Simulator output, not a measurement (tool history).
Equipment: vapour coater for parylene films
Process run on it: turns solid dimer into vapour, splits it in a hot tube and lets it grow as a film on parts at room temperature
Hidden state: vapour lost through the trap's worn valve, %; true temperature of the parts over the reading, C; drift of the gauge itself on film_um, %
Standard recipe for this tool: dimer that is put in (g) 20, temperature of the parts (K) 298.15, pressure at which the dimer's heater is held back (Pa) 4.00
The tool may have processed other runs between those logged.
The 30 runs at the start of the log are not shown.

run     day  dimer that is put in (g)  temperature of the parts (K)  pressure at which the dimer's heater is held back (Pa)  hours of work since the trap's valve was overhauled  hours of work since the table's thermometer was calibrated  thickness of the film (nm)
 31  40.562                        14                        305.15                                                    9.28                                                  325                                                          53                        1380
 32  41.800                        14                        305.15                                                    9.28                                                  345                                                          73                        1350
 33  43.346                        26                        298.15                                                    4.00                                                  369                                                          97                        3470
 34  44.429                         9                        295.15                                                    2.07                                                  387                                                         114                        1450
 35  45.700                        10                        298.15                                                    4.00                                                  407                                                         135                        1290
 36  46.625                        12                        299.15                                                    5.79                                                  421                                                         149                        1450
     47.188  -- trap's valve overhauled
 37  48.112                        13                        298.15                                                    5.47                                                   15                                                         170                        1730
     49.033  -- table's thermometer calibrated, once more
 38  50.058                        13                        298.15                                                    5.47                                                   45                                                          16                        1750
 39  50.867                        26                        298.15                                                    2.34                                                   58                                                          29                        4140
 40  52.454                         8                        307.15                                                   11.04                                                   83                                                          54                         770
 41  53.679                        29                        299.15                                                    8.25                                                  102                                                          74                        3440
 42  55.383                         9                        298.15                                                    4.00                                                  130                                                         101                        1280
 43  57.300                        10                        303.15                                                   10.93                                                  160                                                         131                        1010
 44  59.083                        19                        291.15                                                   10.93                                                  188                                                         160                        2640
 45  60.054                        19                        291.15                                                   10.93                                                  204                                                         175                        2580
 46  61.838                        31                        303.15                                                    4.00                                                  232                                                         203                        3880

Alternative continuations, all from the tool just after run 46; predict every row:
  A  62.912                        22                        300.15                                                    3.38                                                  249                                                         221                           ?
  B  62.912                        31                        299.15                                                    4.00                                                  249                                                         221                           ?
  C  62.912                        20                        308.15                                                    4.00                                                  249                                                         221                           ?

run  thickness of the film (nm)
  A                        3050
  B                        4210
  C                        2220
With no hidden state in the tool, these same runs would have given:
run  thickness of the film (nm)
  A                        3180
  B                        4390
  C                        2310

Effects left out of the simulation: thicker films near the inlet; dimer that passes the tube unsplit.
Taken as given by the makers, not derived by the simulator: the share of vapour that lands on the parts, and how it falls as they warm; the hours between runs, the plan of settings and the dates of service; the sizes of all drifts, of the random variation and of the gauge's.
